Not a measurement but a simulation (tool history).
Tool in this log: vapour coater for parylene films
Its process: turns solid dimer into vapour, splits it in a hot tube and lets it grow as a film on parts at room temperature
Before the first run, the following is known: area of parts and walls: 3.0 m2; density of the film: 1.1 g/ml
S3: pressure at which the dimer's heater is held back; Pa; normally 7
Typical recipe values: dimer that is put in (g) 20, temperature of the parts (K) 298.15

run 1 day=0 | dimer_that_is_put_in_(g)=20 temperature_of_the_parts_(K)=298.15 S3=7 | thickness_of_the_film_(um)=3.83
run 2 day=1.167 | dimer_that_is_put_in_(g)=20 temperature_of_the_parts_(K)=298.15 S3=7 | thickness_of_the_film_(um)=3.8
run 3 day=2.204 | dimer_that_is_put_in_(g)=20 temperature_of_the_parts_(K)=298.15 S3=7 | thickness_of_the_film_(um)=3.74
run 4 day=2.762 | dimer_that_is_put_in_(g)=20 temperature_of_the_parts_(K)=298.15 S3=7 | thickness_of_the_film_(um)=3.79
run 5 day=3.946 | dimer_that_is_put_in_(g)=20 temperature_of_the_parts_(K)=298.15 S3=7 | thickness_of_the_film_(um)=3.82
-- day=4.167 trap's valve overhauled
run 6 day=5.108 | dimer_that_is_put_in_(g)=20 temperature_of_the_parts_(K)=298.15 S3=7 | thickness_of_the_film_(um)=3.7
run 7 day=5.758 | dimer_that_is_put_in_(g)=20 temperature_of_the_parts_(K)=298.15 S3=7 | thickness_of_the_film_(um)=3.72
run 8 day=6.408 | dimer_that_is_put_in_(g)=28 temperature_of_the_parts_(K)=298.15 S3=7 | thickness_of_the_film_(um)=5.16
run 9 day=7.342 | dimer_that_is_put_in_(g)=28 temperature_of_the_parts_(K)=298.15 S3=7 | thickness_of_the_film_(um)=5.18
run 10 day=8.342 | dimer_that_is_put_in_(g)=28 temperature_of_the_parts_(K)=298.15 S3=7 | thickness_of_the_film_(um)=5.14
run 11 day=9.417 | dimer_that_is_put_in_(g)=35 temperature_of_the_parts_(K)=300.15 S3=7 | thickness_of_the_film_(um)=6.15
run 12 day=10.125 | dimer_that_is_put_in_(g)=8 temperature_of_the_parts_(K)=300.15 S3=7 | thickness_of_the_film_(um)=1.41
-- day=11.25 trap's valve overhauled, once more
run 13 day=11.454 | dimer_that_is_put_in_(g)=20 temperature_of_the_parts_(K)=298.15 S3=8 | thickness_of_the_film_(um)=3.77
run 14 day=12.662 | dimer_that_is_put_in_(g)=20 temperature_of_the_parts_(K)=298.15 S3=8 | thickness_of_the_film_(um)=3.76
run 15 day=13.283 | dimer_that_is_put_in_(g)=18 temperature_of_the_parts_(K)=298.15 S3=7.73 | thickness_of_the_film_(um)=3.41
run 16 day=13.842 | dimer_that_is_put_in_(g)=14 temperature_of_the_parts_(K)=307.15 S3=3.58 | thickness_of_the_film_(um)=2.5
run 17 day=14.512 | dimer_that_is_put_in_(g)=35 temperature_of_the_parts_(K)=298.15 S3=7 | thickness_of_the_film_(um)=6.7
run 18 day=15.346 | dimer_that_is_put_in_(g)=8 temperature_of_the_parts_(K)=292.15 S3=2.11 | thickness_of_the_film_(um)=2.17

Consider 4 possible next runs. They are alternatives, not a sequence: every one starts from the tool as it was left by run 18. What does each give?
run A day=16.133 | dimer_that_is_put_in_(g)=14 temperature_of_the_parts_(K)=307.15 S3=2.99 | thickness_of_the_film_(um)=?
run B day=16.133 | dimer_that_is_put_in_(g)=30 temperature_of_the_parts_(K)=292.15 S3=2.11 | thickness_of_the_film_(um)=?
run C day=16.133 | dimer_that_is_put_in_(g)=13 temperature_of_the_parts_(K)=292.15 S3=2.11 | thickness_of_the_film_(um)=?
run D day=16.133 | dimer_that_is_put_in_(g)=8 temperature_of_the_parts_(K)=292.15 S3=4.13 | thickness_of_the_film_(um)=?

run=A thickness_of_the_film_(um)=2.54
run=B thickness_of_the_film_(um)=8.11
run=C thickness_of_the_film_(um)=3.52
run=D thickness_of_the_film_(um)=1.92
With the hidden condition removed and each run's random variation left untouched, the same runs would have given:
run=A thickness_of_the_film_(um)=2.59
run=B thickness_of_the_film_(um)=8.27
run=C thickness_of_the_film_(um)=3.59
run=D thickness_of_the_film_(um)=1.96
